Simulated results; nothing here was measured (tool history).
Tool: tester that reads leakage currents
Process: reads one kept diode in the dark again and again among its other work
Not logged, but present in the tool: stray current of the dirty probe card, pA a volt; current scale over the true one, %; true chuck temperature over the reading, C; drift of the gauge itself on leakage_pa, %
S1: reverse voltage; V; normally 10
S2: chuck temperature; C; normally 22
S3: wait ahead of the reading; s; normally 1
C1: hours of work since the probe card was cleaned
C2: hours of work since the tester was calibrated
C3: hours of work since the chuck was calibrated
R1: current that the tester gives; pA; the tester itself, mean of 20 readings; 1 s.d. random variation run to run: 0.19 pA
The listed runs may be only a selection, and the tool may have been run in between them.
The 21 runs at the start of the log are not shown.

run	hour	S1	S2	S3	C1	C2	C3	R1
22	3188.3	18.3	52	0.69	1014	425	1137	743.98
23	3381.7	18.3	52	0.69	1153	564	1276	753.08
24	3519.4	18.3	26	0.43	1252	663	1375	153.73
25	3701.8	18.3	26	0.43	1383	794	1506	157.12
# hour 3778.6: tester calibrated, once more
26	3910.9	6.4	55	9.78	1531	95	1655	603.95
27	4102.6	7.2	22	1	1669	233	1792	74.21
28	4293.3	7.2	22	1	1806	370	1929	76
# hour 4463.1: chuck's temperature calibrated
29	4501.8	1.2	21	0.33	1954	518	28	28.01
30	4694.4	1.2	21	0.33	2093	656	166	28.5
31	4884.9	1.2	21	0.33	2230	793	303	28.9
32	5013.4	10	22	0.74	2322	886	395	85.86
33	5168.3	10	22	0.74	2433	997	507	87.76
34	5290.9	16.9	46	1.44	2521	1085	595	479.75
35	5425.3	1	40	0.79	2618	1181	691	105.1
36	5617.5	1	40	0.56	2756	1319	829	106.2
37	5728.9	1	55	2.06	2836	1400	909	287.5
38	5905.8	1.2	34	2	2963	1527	1036	76.41

Predict each of these 4 candidate next runs independently; none follows another, all start after run 38:
A	6010.2	1.5	37	0.65	3038	1602	1111	?
B	6010.2	6.5	22	7.57	3038	1602	1111	?
C	6010.2	1.3	34	2.64	3038	1602	1111	?
D	6010.2	1.8	41	2.96	3038	1602	1111	?

run	R1
A	104.25
B	72.93
C	79.38
D	146.35
Stripped of hidden state, with their random variation kept, the same runs would have yielded:
run	R1
A	91.19
B	50.23
C	68.92
D	128.94
